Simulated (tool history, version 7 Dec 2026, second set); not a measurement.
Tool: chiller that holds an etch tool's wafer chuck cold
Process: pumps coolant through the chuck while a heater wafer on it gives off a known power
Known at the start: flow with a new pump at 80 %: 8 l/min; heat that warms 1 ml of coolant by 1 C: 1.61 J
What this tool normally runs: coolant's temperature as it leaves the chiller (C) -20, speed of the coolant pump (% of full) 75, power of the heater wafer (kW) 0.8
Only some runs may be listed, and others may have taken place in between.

run	day	coolant's temperature as it leaves the chiller (C)	speed of the coolant pump (% of full)	power of the heater wafer (kW)	chuck's temperature once it has settled (C)	how much warmer the coolant comes back (C)
1	0	-20	75	0.8	-13.1	3.94
2	4.296	-20	75	0.416	-16.3	2.05
3	9.104	-20	65	0.8	-12.3	4.59
4	13.379	-20	65	0.8	-12.1	4.71
5	20.062	-20	65	0.8	-12.3	4.66
6	24.675	-20	75	0.8	-13	4.06
7	30.771	-20	100	0.8	-14.3	2.9
8	35.471	-20	75	0.8	-13.1	4.05
9	38.671	-20	89	0.666	-14.8	2.77
10	44.125	-20	89	0.666	-15	2.79
11	50.667	-20	70	0.563	-14.8	3.04
12	57.417	-20	71	0.7	-13.6	3.69
13	60.875	-26	88	0.974	-18.4	4.09
14	65.617	-24	95	0.974	-16.8	3.81
15	71.129	-24	95	0.974	-16.8	3.77
16	77.583	-19	73	0.8	-11.9	4.14

Branching from run 16: 5 alternative next runs. What would each branch give?
A	84.229	-17	88	0.457	?	?
B	84.229	-24	75	0.8	?	?
C	84.229	-23	72	0.566	?	?
D	84.229	-19	73	0.8	?	?
E	84.229	-11	73	0.8	?	?

run	chuck's temperature once it has settled (C)	how much warmer the coolant comes back (C)
A	-13.4	1.95
B	-17.2	4.03
C	-18.1	3
D	-12	4.12
E	-3.9	4.1
Without the tool's hidden state the same runs would have given:
run	chuck's temperature once it has settled (C)	how much warmer the coolant comes back (C)
A	-13.4	1.95
B	-17.2	4.02
C	-18.1	3
D	-12	4.11
E	-3.9	4.1
